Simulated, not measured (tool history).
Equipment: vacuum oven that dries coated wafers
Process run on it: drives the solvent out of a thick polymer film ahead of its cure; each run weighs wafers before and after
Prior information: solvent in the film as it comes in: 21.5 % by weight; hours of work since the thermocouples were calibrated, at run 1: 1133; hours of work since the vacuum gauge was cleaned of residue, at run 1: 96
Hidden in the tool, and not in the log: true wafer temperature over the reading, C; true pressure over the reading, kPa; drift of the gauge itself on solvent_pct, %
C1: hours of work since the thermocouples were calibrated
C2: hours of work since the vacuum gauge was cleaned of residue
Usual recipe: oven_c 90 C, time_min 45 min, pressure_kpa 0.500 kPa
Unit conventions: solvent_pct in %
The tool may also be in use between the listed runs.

run 1 hour=0.0 | oven_c=90 time_min=45 pressure_kpa=0.500 | C1=1133 C2=96 | solvent_pct=3.99
run 2 hour=28.6 | oven_c=90 time_min=45 pressure_kpa=0.500 | C1=1153 C2=116 | solvent_pct=3.89
run 3 hour=58.8 | oven_c=90 time_min=45 pressure_kpa=0.500 | C1=1173 C2=137 | solvent_pct=3.96
run 4 hour=78.0 | oven_c=90 time_min=66 pressure_kpa=0.500 | C1=1186 C2=150 | solvent_pct=2.10
run 5 hour=107.3 | oven_c=90 time_min=66 pressure_kpa=0.500 | C1=1207 C2=170 | solvent_pct=1.99
run 6 hour=123.2 | oven_c=90 time_min=66 pressure_kpa=1.997 | C1=1217 C2=181 | solvent_pct=3.46
run 7 hour=152.0 | oven_c=90 time_min=66 pressure_kpa=1.997 | C1=1237 C2=200 | solvent_pct=3.32
run 8 hour=188.0 | oven_c=90 time_min=45 pressure_kpa=0.500 | C1=1262 C2=225 | solvent_pct=4.09
run 9 hour=221.7 | oven_c=80 time_min=45 pressure_kpa=0.500 | C1=1285 C2=248 | solvent_pct=8.10
run 10 hour=245.5 | oven_c=80 time_min=45 pressure_kpa=0.500 | C1=1301 C2=264 | solvent_pct=8.03
run 11 hour=266.6 | oven_c=99 time_min=23 pressure_kpa=0.500 | C1=1315 C2=279 | solvent_pct=4.67
run 12 hour=293.8 | oven_c=99 time_min=71 pressure_kpa=0.607 | C1=1334 C2=297 | solvent_pct=0.67
run 13 hour=311.2 | oven_c=92 time_min=32 pressure_kpa=0.302 | C1=1346 C2=309 | solvent_pct=5.15
run 14 hour=337.6 | oven_c=92 time_min=32 pressure_kpa=0.302 | C1=1364 C2=327 | solvent_pct=5.18
run 15 hour=364.5 | oven_c=98 time_min=22 pressure_kpa=0.637 | C1=1382 C2=346 | solvent_pct=5.38
run 16 hour=386.1 | oven_c=98 time_min=32 pressure_kpa=0.411 | C1=1397 C2=360 | solvent_pct=3.07
run 17 hour=417.4 | oven_c=95 time_min=59 pressure_kpa=1.163 | C1=1419 C2=382 | solvent_pct=1.93
run 18 hour=449.4 | oven_c=95 time_min=36 pressure_kpa=0.352 | C1=1441 C2=404 | solvent_pct=3.57
run 19 hour=482.5 | oven_c=90 time_min=34 pressure_kpa=0.419 | C1=1463 C2=426 | solvent_pct=5.80
run 20 hour=505.1 | oven_c=83 time_min=60 pressure_kpa=0.292 | C1=1479 C2=442 | solvent_pct=4.99

Selected run-to-run steps in solvent_pct, each split into two signed amounts: the part the tool would show with no hidden state at all (from settings, incoming material and random variation), and the remainder, which goes to the hidden state together with any gauge scatter not common to the measured and the hidden-state-free results:
Run 8 -> 9: oven_c 90 -> 80. solvent_pct +4.01 %: hidden state +0.20, all else +3.81.
Run 11 -> 12: time_min 23 -> 71, pressure_kpa 0.500 -> 0.607. solvent_pct -4.00 %: hidden state -0.69, all else -3.31.
Run 12 -> 13: oven_c 99 -> 92, time_min 71 -> 32, pressure_kpa 0.607 -> 0.302. solvent_pct +4.48 %: hidden state +0.78, all else +3.70.
